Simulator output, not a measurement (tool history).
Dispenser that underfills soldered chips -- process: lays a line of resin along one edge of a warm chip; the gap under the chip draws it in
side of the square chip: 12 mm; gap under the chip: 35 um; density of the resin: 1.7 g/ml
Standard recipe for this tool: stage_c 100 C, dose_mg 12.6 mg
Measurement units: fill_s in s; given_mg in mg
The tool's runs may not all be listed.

{"run": 1, "hour": 0.0, "stage_c": 100, "dose_mg": 12.6, "fill_s": 170.6, "given_mg": 12.62}
{"hour": 3.9, "done": "new syringe of resin"}
{"run": 2, "hour": 8.9, "stage_c": 100, "dose_mg": 12.6, "fill_s": 149.6, "given_mg": 12.51}
{"hour": 17.9, "done": "new syringe of resin"}
{"run": 3, "hour": 26.2, "stage_c": 100, "dose_mg": 12.6, "fill_s": 162.2, "given_mg": 12.51}
{"hour": 32.2, "done": "new syringe of resin"}
{"run": 4, "hour": 37.6, "stage_c": 100, "dose_mg": 12.6, "fill_s": 148.9, "given_mg": 12.42}
{"hour": 46.0, "done": "new syringe of resin"}
{"run": 5, "hour": 48.6, "stage_c": 100, "dose_mg": 12.6, "fill_s": 137.4, "given_mg": 12.38}
{"hour": 59.2, "done": "new syringe of resin"}
{"run": 6, "hour": 64.6, "stage_c": 108, "dose_mg": 12.6, "fill_s": 117.1, "given_mg": 12.12}
{"hour": 73.3, "done": "new syringe of resin"}
{"run": 7, "hour": 82.3, "stage_c": 105, "dose_mg": 12.6, "fill_s": 141.2, "given_mg": 12.11}
{"hour": 87.4, "done": "new syringe of resin"}
{"run": 8, "hour": 91.0, "stage_c": 105, "dose_mg": 12.6, "fill_s": 119.7, "given_mg": 12.12}
{"hour": 100.7, "done": "new syringe of resin"}
{"run": 9, "hour": 100.7, "stage_c": 105, "dose_mg": 12.6, "fill_s": 114.5, "given_mg": 11.95}
{"hour": 114.7, "done": "new syringe of resin"}
{"run": 10, "hour": 118.7, "stage_c": 100, "dose_mg": 13.2, "fill_s": 145.1, "given_mg": 12.42}
{"hour": 128.5, "done": "new syringe of resin"}
{"run": 11, "hour": 134.0, "stage_c": 100, "dose_mg": 12.0, "fill_s": 153.8, "given_mg": 11.41}
{"hour": 142.1, "done": "new syringe of resin"}
{"run": 12, "hour": 149.5, "stage_c": 94, "dose_mg": 14.0, "fill_s": 186.6, "given_mg": 13.18}
{"hour": 155.5, "done": "new syringe of resin"}
{"run": 13, "hour": 163.7, "stage_c": 98, "dose_mg": 13.3, "fill_s": 169.0, "given_mg": 12.41}
{"hour": 169.2, "done": "new syringe of resin"}
{"hour": 172.3, "done": "dispensing valve cleaned and set on the balance"}
{"run": 14, "hour": 181.8, "stage_c": 98, "dose_mg": 13.3, "fill_s": 182.1, "given_mg": 13.36}
{"hour": 183.8, "done": "new syringe of resin"}
{"hour": 197.5, "done": "new syringe of resin"}
{"run": 15, "hour": 197.5, "stage_c": 111, "dose_mg": 12.8, "fill_s": 90.7, "given_mg": 12.79}
{"run": 16, "hour": 206.2, "stage_c": 87, "dose_mg": 12.9, "fill_s": 233.8, "given_mg": 12.76}
{"hour": 211.9, "done": "new syringe of resin"}
{"run": 17, "hour": 220.5, "stage_c": 87, "dose_mg": 12.9, "fill_s": 234.5, "given_mg": 12.59}
{"hour": 226.2, "done": "new syringe of resin"}
{"run": 18, "hour": 237.0, "stage_c": 106, "dose_mg": 13.5, "fill_s": 143.0, "given_mg": 13.09}
{"hour": 240.8, "done": "new syringe of resin"}
{"run": 19, "hour": 245.3, "stage_c": 106, "dose_mg": 13.5, "fill_s": 118.9, "given_mg": 12.97}

Predict each of these 4 candidate next runs independently; none follows another, all start after run 19:
{"hour": 254.2, "done": "new syringe of resin"}
{"run": "A", "hour": 256.0, "stage_c": 103, "dose_mg": 13.5, "fill_s": "?", "given_mg": "?"}
{"hour": 254.2, "done": "new syringe of resin"}
{"run": "B", "hour": 256.0, "stage_c": 107, "dose_mg": 10.8, "fill_s": "?", "given_mg": "?"}
{"hour": 254.2, "done": "new syringe of resin"}
{"run": "C", "hour": 256.0, "stage_c": 88, "dose_mg": 13.5, "fill_s": "?", "given_mg": "?"}
{"hour": 254.2, "done": "new syringe of resin"}
{"run": "D", "hour": 256.0, "stage_c": 105, "dose_mg": 15.3, "fill_s": "?", "given_mg": "?"}

run=A fill_s=119.1 given_mg=13.18
run=B fill_s=113.0 given_mg=10.53
run=C fill_s=186.5 given_mg=13.12
run=D fill_s=110.3 given_mg=14.80
The same runs, with their run-to-run variation unchanged, on a tool lacking any hidden condition would have given:
run=A fill_s=131.5 given_mg=13.61
run=B fill_s=123.4 given_mg=10.88
run=C fill_s=208.4 given_mg=13.55
run=D fill_s=121.8 given_mg=15.29
